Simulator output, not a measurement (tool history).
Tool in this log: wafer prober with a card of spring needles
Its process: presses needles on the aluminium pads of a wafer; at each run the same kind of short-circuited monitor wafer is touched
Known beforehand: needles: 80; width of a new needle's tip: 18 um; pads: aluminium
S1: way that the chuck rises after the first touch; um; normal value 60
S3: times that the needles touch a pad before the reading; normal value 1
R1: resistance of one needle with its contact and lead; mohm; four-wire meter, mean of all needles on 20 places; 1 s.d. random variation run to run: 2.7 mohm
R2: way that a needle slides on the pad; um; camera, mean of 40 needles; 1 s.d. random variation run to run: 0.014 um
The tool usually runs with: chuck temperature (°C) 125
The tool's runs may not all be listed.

{"run": 1, "hour": 0.0, "S1": 60, "chuck temperature (°C)": 125, "S3": 1, "R1": 315, "R2": 14.14}
{"run": 2, "hour": 15.5, "S1": 70, "chuck temperature (°C)": 125, "S3": 1, "R1": 313, "R2": 16.47}
{"hour": 26.1, "done": "tips cleaned on abrasive film"}
{"run": 3, "hour": 32.1, "S1": 60, "chuck temperature (°C)": 125, "S3": 1, "R1": 317, "R2": 14.08}
{"run": 4, "hour": 43.0, "S1": 53, "chuck temperature (°C)": 125, "S3": 1, "R1": 318, "R2": 12.46}
{"hour": 51.9, "done": "tips cleaned on abrasive film"}
{"run": 5, "hour": 59.8, "S1": 60, "chuck temperature (°C)": 125, "S3": 1, "R1": 310, "R2": 14.06}
{"run": 6, "hour": 73.0, "S1": 60, "chuck temperature (°C)": 125, "S3": 1, "R1": 320, "R2": 14.06}
{"hour": 77.7, "done": "tips cleaned on abrasive film"}
{"run": 7, "hour": 88.3, "S1": 60, "chuck temperature (°C)": 125, "S3": 1, "R1": 314, "R2": 14.06}
{"run": 8, "hour": 97.6, "S1": 70, "chuck temperature (°C)": 125, "S3": 1, "R1": 311, "R2": 16.4}
{"hour": 103.7, "done": "tips cleaned on abrasive film"}
{"run": 9, "hour": 110.9, "S1": 52, "chuck temperature (°C)": 125, "S3": 1, "R1": 322, "R2": 12.14}
{"run": 10, "hour": 125.9, "S1": 52, "chuck temperature (°C)": 125, "S3": 1, "R1": 320, "R2": 12.14}
{"hour": 129.6, "done": "tips cleaned on abrasive film"}
{"run": 11, "hour": 145.1, "S1": 52, "chuck temperature (°C)": 125, "S3": 1, "R1": 322, "R2": 12.12}
{"run": 12, "hour": 153.4, "S1": 60, "chuck temperature (°C)": 125, "S3": 1, "R1": 314, "R2": 13.99}
{"hour": 155.8, "done": "tips cleaned on abrasive film"}
{"run": 13, "hour": 172.0, "S1": 65, "chuck temperature (°C)": 125, "S3": 1, "R1": 313, "R2": 15.14}
{"hour": 181.4, "done": "tips cleaned on abrasive film"}
{"run": 14, "hour": 185.9, "S1": 60, "chuck temperature (°C)": 73, "S3": 1, "R1": 292, "R2": 13.96}
{"run": 15, "hour": 198.4, "S1": 60, "chuck temperature (°C)": 73, "S3": 1, "R1": 301, "R2": 13.94}
{"hour": 207.4, "done": "tips cleaned on abrasive film"}
{"run": 16, "hour": 212.9, "S1": 65, "chuck temperature (°C)": 73, "S3": 1, "R1": 292, "R2": 15.1}
{"run": 17, "hour": 223.9, "S1": 60, "chuck temperature (°C)": 125, "S3": 1, "R1": 313, "R2": 13.91}
{"hour": 233.6, "done": "tips cleaned on abrasive film"}
{"run": 18, "hour": 243.5, "S1": 75, "chuck temperature (°C)": 76, "S3": 1, "R1": 294, "R2": 17.39}
{"run": 19, "hour": 256.6, "S1": 75, "chuck temperature (°C)": 76, "S3": 1, "R1": 289, "R2": 17.35}
{"hour": 259.1, "done": "tips cleaned on abrasive film"}
{"run": 20, "hour": 271.7, "S1": 51, "chuck temperature (°C)": 125, "S3": 1, "R1": 318, "R2": 11.79}
{"hour": 284.4, "done": "tips cleaned on abrasive film"}
{"run": 21, "hour": 289.0, "S1": 46, "chuck temperature (°C)": 97, "S3": 1, "R1": 316, "R2": 10.61}
{"hour": 303.9, "done": "gauge calibrated"}
{"run": 22, "hour": 306.2, "S1": 52, "chuck temperature (°C)": 32, "S3": 1, "R1": 291, "R2": 12.25}
{"hour": 309.8, "done": "tips cleaned on abrasive film"}
{"run": 23, "hour": 323.6, "S1": 60, "chuck temperature (°C)": 125, "S3": 3, "R1": 318, "R2": 14.11}
{"hour": 333.9, "done": "height of the first contact set anew"}
{"hour": 335.9, "done": "tips cleaned on abrasive film"}
{"run": 24, "hour": 342.4, "S1": 60, "chuck temperature (°C)": 56, "S3": 1, "R1": 292, "R2": 14.12}
{"run": 25, "hour": 360.1, "S1": 46, "chuck temperature (°C)": 66, "S3": 2, "R1": 301, "R2": 10.79}
{"hour": 361.7, "done": "tips cleaned on abrasive film"}
{"run": 26, "hour": 376.6, "S1": 60, "chuck temperature (°C)": 88, "S3": 2, "R1": 299, "R2": 14.08}
{"hour": 387.1, "done": "tips cleaned on abrasive film"}
{"run": 27, "hour": 394.7, "S1": 60, "chuck temperature (°C)": 99, "S3": 1, "R1": 307, "R2": 14.06}
{"run": 28, "hour": 408.5, "S1": 57, "chuck temperature (°C)": 71, "S3": 1, "R1": 300, "R2": 13.31}
{"hour": 412.3, "done": "tips cleaned on abrasive film"}
{"run": 29, "hour": 423.6, "S1": 60, "chuck temperature (°C)": 44, "S3": 1, "R1": 289, "R2": 14.01}
{"hour": 438.9, "done": "tips cleaned on abrasive film"}
{"run": 30, "hour": 442.5, "S1": 55, "chuck temperature (°C)": 54, "S3": 3, "R1": 291, "R2": 12.84}
{"run": 31, "hour": 455.5, "S1": 45, "chuck temperature (°C)": 33, "S3": 2, "R1": 290, "R2": 10.48}
{"hour": 465.1, "done": "tips cleaned on abrasive film"}
{"run": 32, "hour": 469.7, "S1": 48, "chuck temperature (°C)": 31, "S3": 1, "R1": 287, "R2": 11.18}
{"run": 33, "hour": 482.8, "S1": 48, "chuck temperature (°C)": 31, "S3": 1, "R1": 288, "R2": 11.19}

Each run again, without the hidden state but with its own random variation kept:
The hidden state here: debris on the tips, nm; way that the needles fall short of the set height, um; tips' diameter, um; drift of the gauge itself on contact_mohm, %; drift of the gauge itself on scrub_um, %.
run=1 R2=14.14
run=2 R2=16.48
run=3 R2=14.12
run=4 R2=12.49
run=5 R2=14.12
run=6 R2=14.14
run=7 R2=14.15
run=8 R2=16.52
run=9 R2=12.24
run=10 R2=12.25
run=11 R2=12.25
run=12 R2=14.14
run=13 R2=15.33
run=14 R2=14.15
run=15 R2=14.14
run=16 R2=15.33
run=17 R2=14.13
run=18 R2=17.70
run=19 R2=17.67
run=20 R2=12.02
run=21 R2=10.84
run=22 R2=12.26
run=23 R2=14.13
run=24 R2=14.16
run=25 R2=10.83
run=26 R2=14.15
run=27 R2=14.15
run=28 R2=13.41
run=29 R2=14.13
run=30 R2=12.97
run=31 R2=10.60
run=32 R2=11.32
run=33 R2=11.33
R1: at most 2 mohm away from the measurement, every run.
